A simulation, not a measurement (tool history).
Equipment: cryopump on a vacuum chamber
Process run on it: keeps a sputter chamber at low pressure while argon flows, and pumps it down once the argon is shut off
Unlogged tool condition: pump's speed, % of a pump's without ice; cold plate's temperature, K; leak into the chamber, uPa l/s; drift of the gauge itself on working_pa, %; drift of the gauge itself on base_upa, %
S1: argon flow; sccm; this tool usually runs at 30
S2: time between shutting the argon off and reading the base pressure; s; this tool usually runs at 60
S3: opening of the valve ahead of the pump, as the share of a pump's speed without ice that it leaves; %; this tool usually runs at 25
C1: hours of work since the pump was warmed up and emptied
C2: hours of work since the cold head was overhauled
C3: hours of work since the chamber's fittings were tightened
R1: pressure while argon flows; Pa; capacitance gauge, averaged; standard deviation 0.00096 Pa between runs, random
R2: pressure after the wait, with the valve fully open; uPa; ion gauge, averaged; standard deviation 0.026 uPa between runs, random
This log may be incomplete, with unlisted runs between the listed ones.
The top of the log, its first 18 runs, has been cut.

run	day	S1	S2	S3	C1	C2	C3	R1	R2
19	15.508	20	60	59	315	1047	273	0.062	1.35
20	16.275	38	60	59	329	1062	288	0.1173	1.41
21	16.879	38	60	59	341	1074	300	0.1184	1.34
22	17.512	38	60	59	353	1086	312	0.1175	1.4
23	18.458	38	60	59	372	1104	330	0.1192	1.39
24	19.342	19	34	42	389	1121	347	0.0821	2.05
25	20.362	14	25	23	409	1141	367	0.1079	2.47
26	21.062	46	48	18	422	1155	381	0.4502	1.7
27	22.046	46	48	18	441	1174	400	0.4494	1.64
28	22.7	13	75	15	454	1186	413	0.1529	1.39
29	23.446	13	75	15	468	1201	427	0.1522	1.44
30	24.512	13	75	15	489	1221	448	0.1541	1.37
31	25.125	13	75	15	501	1233	459	0.1517	1.48
32	25.762	30	30	35	513	1246	472	0.1569	2.41
33	26.758	15	60	18	532	1265	491	0.1479	1.65
34	27.725	15	25	30	551	1284	510	0.0899	2.66
35	28.2	29	60	34	560	1293	519	0.1565	1.61

Here are 3 independent what-if runs from the current tool condition. What would each one return?
A	28.888	45	151	34	574	1306	532	?	?
B	28.888	30	40	29	574	1306	532	?	?
C	28.888	30	32	59	574	1306	532	?	?

run	R1	R2
A	0.2415	1.21
B	0.1872	2.08
C	0.0982	2.35
Without the tool's hidden state the same runs would have given:
run	R1	R2
A	0.2261	0.59
B	0.1769	1.45
C	0.0878	1.73

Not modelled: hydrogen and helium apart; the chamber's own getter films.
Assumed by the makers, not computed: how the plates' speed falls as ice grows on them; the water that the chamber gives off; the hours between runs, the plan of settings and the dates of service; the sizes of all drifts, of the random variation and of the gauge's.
